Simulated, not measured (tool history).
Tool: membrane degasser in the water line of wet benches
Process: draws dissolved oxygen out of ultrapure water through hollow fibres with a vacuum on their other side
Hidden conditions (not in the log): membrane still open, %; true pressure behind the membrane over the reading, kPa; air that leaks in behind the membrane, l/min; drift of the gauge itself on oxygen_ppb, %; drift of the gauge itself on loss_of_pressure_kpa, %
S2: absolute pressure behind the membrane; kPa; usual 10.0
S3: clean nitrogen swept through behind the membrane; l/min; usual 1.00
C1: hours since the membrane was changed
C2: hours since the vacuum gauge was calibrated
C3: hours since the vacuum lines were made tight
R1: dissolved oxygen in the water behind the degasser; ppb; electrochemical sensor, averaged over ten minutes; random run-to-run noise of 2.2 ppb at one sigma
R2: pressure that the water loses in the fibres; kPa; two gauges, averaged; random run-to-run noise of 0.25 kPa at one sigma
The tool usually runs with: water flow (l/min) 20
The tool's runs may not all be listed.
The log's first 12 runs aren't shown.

run 13 hour=1386.1 | water_flow_(l/min)=20 S2=10.0 S3=0.83 | C1=5030 C2=3076 C3=5261 | R1=393.0 R2=69.66
run 14 hour=1479.3 | water_flow_(l/min)=20 S2=10.0 S3=0.83 | C1=5124 C2=3169 C3=5354 | R1=394.7 R2=69.52
run 15 hour=1620.7 | water_flow_(l/min)=20 S2=6.5 S3=0.83 | C1=5265 C2=3311 C3=5496 | R1=221.9 R2=68.99
run 16 hour=1746.4 | water_flow_(l/min)=20 S2=10.0 S3=1.94 | C1=5391 C2=3436 C3=5621 | R1=207.5 R2=69.25
run 17 hour=1847.1 | water_flow_(l/min)=20 S2=8.0 S3=0.70 | C1=5491 C2=3537 C3=5722 | R1=333.0 R2=69.38
-- hour=1854.6 vacuum gauge calibrated
run 18 hour=1994.5 | water_flow_(l/min)=20 S2=11.7 S3=1.60 | C1=5638 C2=140 C3=5869 | R1=275.8 R2=69.86
run 19 hour=2136.0 | water_flow_(l/min)=20 S2=11.7 S3=1.60 | C1=5780 C2=281 C3=6011 | R1=282.9 R2=70.04
-- hour=2164.9 seals of the vacuum lines changed
run 20 hour=2296.7 | water_flow_(l/min)=20 S2=6.7 S3=2.64 | C1=5939 C2=440 C3=132 | R1=100.3 R2=70.05
run 21 hour=2382.8 | water_flow_(l/min)=20 S2=6.7 S3=0.51 | C1=6025 C2=526 C3=218 | R1=303.5 R2=69.95
run 22 hour=2497.7 | water_flow_(l/min)=18 S2=18.5 S3=0.69 | C1=6139 C2=641 C3=333 | R1=809.5 R2=62.67
run 23 hour=2586.9 | water_flow_(l/min)=17 S2=10.0 S3=0.60 | C1=6229 C2=730 C3=422 | R1=410.6 R2=59.38
run 24 hour=2685.4 | water_flow_(l/min)=23 S2=15.8 S3=0.60 | C1=6327 C2=829 C3=520 | R1=947.4 R2=80.12
run 25 hour=2848.8 | water_flow_(l/min)=25 S2=18.3 S3=1.00 | C1=6491 C2=992 C3=684 | R1=820.9 R2=87.84
run 26 hour=3021.8 | water_flow_(l/min)=25 S2=6.2 S3=1.00 | C1=6664 C2=1165 C3=857 | R1=252.2 R2=87.54
run 27 hour=3126.7 | water_flow_(l/min)=25 S2=6.2 S3=1.00 | C1=6769 C2=1270 C3=962 | R1=249.1 R2=87.81
run 28 hour=3280.7 | water_flow_(l/min)=20 S2=10.0 S3=1.35 | C1=6923 C2=1424 C3=1116 | R1=267.1 R2=70.03
run 29 hour=3351.1 | water_flow_(l/min)=29 S2=7.4 S3=1.00 | C1=6993 C2=1494 C3=1186 | R1=401.8 R2=101.67
run 30 hour=3482.5 | water_flow_(l/min)=16 S2=9.6 S3=1.12 | C1=7124 C2=1626 C3=1318 | R1=222.8 R2=56.36
run 31 hour=3580.1 | water_flow_(l/min)=16 S2=9.6 S3=1.12 | C1=7222 C2=1724 C3=1415 | R1=224.1 R2=56.35

Consider 4 possible next runs. They are alternatives, not a sequence: every one starts from the tool as it was left by run 31. What does each give?
run A hour=3746.2 | water_flow_(l/min)=15 S2=17.2 S3=2.08 | C1=7388 C2=1890 C3=1581 | R1=? R2=?
run B hour=3746.2 | water_flow_(l/min)=20 S2=9.6 S3=1.97 | C1=7388 C2=1890 C3=1581 | R1=? R2=?
run C hour=3746.2 | water_flow_(l/min)=20 S2=7.2 S3=1.17 | C1=7388 C2=1890 C3=1581 | R1=? R2=?
run D hour=3746.2 | water_flow_(l/min)=14 S2=12.1 S3=0.60 | C1=7388 C2=1890 C3=1581 | R1=? R2=?

run=A R1=249.5 R2=52.76
run=B R1=192.4 R2=70.56
run=C R1=198.1 R2=70.62
run=D R1=449.5 R2=49.06
Without the tool's unlogged condition, the same runs would have read:
run=A R1=242.2 R2=50.17
run=B R1=179.2 R2=67.08
run=C R1=183.1 R2=67.14
run=D R1=438.9 R2=46.64
